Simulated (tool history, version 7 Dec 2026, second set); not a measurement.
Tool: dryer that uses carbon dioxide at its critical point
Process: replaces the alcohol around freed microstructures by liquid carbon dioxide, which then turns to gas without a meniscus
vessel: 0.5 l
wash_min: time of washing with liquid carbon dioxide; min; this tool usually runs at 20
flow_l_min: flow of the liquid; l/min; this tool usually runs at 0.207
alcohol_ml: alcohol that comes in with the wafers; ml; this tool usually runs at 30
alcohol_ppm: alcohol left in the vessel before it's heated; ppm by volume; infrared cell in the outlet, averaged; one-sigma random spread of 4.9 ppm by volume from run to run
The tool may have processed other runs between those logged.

run,hour,wash_min,flow_l_min,alcohol_ml,alcohol_ppm
1,0.0,20,0.207,30,178
2,37.6,20,0.207,30,181
3,64.9,20,0.207,30,184
4,99.2,20,0.207,30,189
5,125.3,20,0.207,30,188
6,146.4,20,0.207,30,204
7,171.4,20,0.207,30,194
8,193.5,27,0.207,30,78
9,236.1,14,0.207,30,959
10,269.7,14,0.207,30,954
11,290.0,14,0.207,30,966
12,315.2,20,0.207,28,186
13,355.9,22,0.219,23,90
14,390.3,22,0.219,23,106
15,417.3,16,0.134,56,5402

Predict the results of run 16:
16,446.8,28,0.207,84,?

Run 16 produced alcohol_ppm 98 ppm by volume.
With no hidden state in the tool, this same run would have given alcohol_ppm 38 ppm by volume.
